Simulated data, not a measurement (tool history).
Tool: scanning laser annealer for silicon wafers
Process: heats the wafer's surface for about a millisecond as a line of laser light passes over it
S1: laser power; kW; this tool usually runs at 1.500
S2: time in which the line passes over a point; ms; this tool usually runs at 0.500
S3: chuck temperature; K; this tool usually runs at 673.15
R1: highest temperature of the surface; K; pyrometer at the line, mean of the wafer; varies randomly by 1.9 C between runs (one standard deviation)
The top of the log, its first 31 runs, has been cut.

run    hour     S1     S2      S3       R1
 32  1703.5  1.500  0.500  710.15  1408.15
 33  1739.7  1.337  0.500  697.15  1319.15
 34  1787.7  1.337  0.386  697.15  1240.15
 35  1853.8  1.337  0.386  697.15  1236.15
 36  1892.2  1.346  0.513  697.15  1329.15
 37  1930.8  1.437  0.387  647.15  1232.15
 38  1972.8  1.603  0.387  685.15  1343.15
 39  2006.3  1.612  0.585  695.15  1512.15
     2061.3  -- optics aligned, line set to its width
 40  2061.6  1.500  0.553  672.15  1409.15

Branching from run 40: 3 alternative next runs. What would each branch give?
  A  2096.9  1.500  0.392  672.15   ?
  B  2096.9  1.328  0.500  673.15   ?
  C  2096.9  1.310  0.553  692.15   ?

run       R1
  A  1289.15
  B  1288.15
  C  1329.15
Take away the tool's hidden state, keep each run's random variation, and the runs would have read:
run       R1
  A  1289.15
  B  1288.15
  C  1330.15
